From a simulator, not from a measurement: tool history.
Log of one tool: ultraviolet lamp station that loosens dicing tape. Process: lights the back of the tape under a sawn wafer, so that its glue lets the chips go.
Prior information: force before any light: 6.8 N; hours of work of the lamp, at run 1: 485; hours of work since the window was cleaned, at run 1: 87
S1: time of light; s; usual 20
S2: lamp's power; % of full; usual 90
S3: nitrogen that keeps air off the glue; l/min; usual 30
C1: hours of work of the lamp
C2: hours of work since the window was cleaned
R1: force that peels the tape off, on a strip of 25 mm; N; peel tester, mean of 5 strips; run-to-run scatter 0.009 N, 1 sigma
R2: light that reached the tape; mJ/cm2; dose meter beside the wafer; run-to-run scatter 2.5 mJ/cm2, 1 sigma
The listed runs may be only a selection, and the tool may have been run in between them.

| run | hour | S1 | S2 | S3 | C1 | C2 | R1 | R2 |
|---|---|---|---|---|---|---|---|---|
| 1 | 0.0 | 20 | 90 | 30 | 485 | 87 | 0.465 | 251 |
| 2 | 57.8 | 20 | 90 | 30 | 523 | 125 | 0.481 | 247 |
| 3 | 82.8 | 20 | 90 | 30 | 540 | 142 | 0.488 | 241 |
| 4 | 120.2 | 15 | 90 | 30 | 564 | 166 | 0.851 | 183 |
| 5 | 172.6 | 15 | 90 | 30 | 598 | 200 | 0.900 | 180 |
| 6 | 220.7 | 20 | 69 | 30 | 630 | 232 | 0.894 | 178 |
| 7 | 244.8 | 16 | 90 | 30 | 646 | 248 | 0.836 | 189 |
| 8 | 270.9 | 16 | 63 | 30 | 663 | 265 | 1.515 | 127 |
|  | 303.7 | window cleaned of glue's vapour |
| 9 | 311.8 | 15 | 90 | 30 | 689 | 5 | 0.831 | 188 |
| 10 | 355.0 | 15 | 90 | 30 | 717 | 34 | 0.825 | 189 |
| 11 | 391.6 | 15 | 90 | 30 | 741 | 58 | 0.868 | 179 |
| 12 | 424.7 | 15 | 90 | 30 | 763 | 79 | 0.844 | 178 |
| 13 | 470.9 | 15 | 90 | 30 | 793 | 110 | 0.921 | 174 |
| 14 | 507.6 | 20 | 90 | 17 | 817 | 134 | 0.810 | 232 |
| 15 | 549.4 | 20 | 90 | 17 | 845 | 161 | 0.836 | 230 |
| 16 | 591.2 | 20 | 90 | 17 | 872 | 188 | 0.854 | 228 |
| 17 | 617.8 | 11 | 94 | 24 | 890 | 206 | 1.678 | 130 |
| 18 | 674.8 | 11 | 94 | 24 | 927 | 243 | 1.758 | 127 |
| 19 | 727.2 | 23 | 68 | 43 | 961 | 277 | 0.635 | 188 |
|  | 740.2 | window cleaned of glue's vapour |
| 20 | 777.2 | 23 | 68 | 43 | 994 | 24 | 0.556 | 203 |
| 21 | 811.3 | 14 | 64 | 28 | 1016 | 47 | 1.823 | 115 |
| 22 | 855.8 | 18 | 90 | 46 | 1045 | 76 | 0.547 | 207 |
| 23 | 898.1 | 18 | 90 | 46 | 1073 | 103 | 0.539 | 202 |
| 24 | 939.3 | 18 | 90 | 46 | 1100 | 130 | 0.566 | 197 |
| 25 | 969.4 | 18 | 90 | 46 | 1120 | 150 | 0.571 | 199 |
| 26 | 1000.9 | 18 | 90 | 46 | 1140 | 171 | 0.601 | 195 |
| 27 | 1051.1 | 15 | 90 | 46 | 1173 | 204 | 0.858 | 160 |

What will run 28 give?
| 28 | 1101.2 | 17 | 73 | 55 | 1206 | 236 | ? | ? |

Run 28 gave R1 0.962 N, R2 142 mJ/cm2.
With the hidden condition absent and the run-to-run variation left alone, this run would have shown R1 0.526 N, R2 198 mJ/cm2.
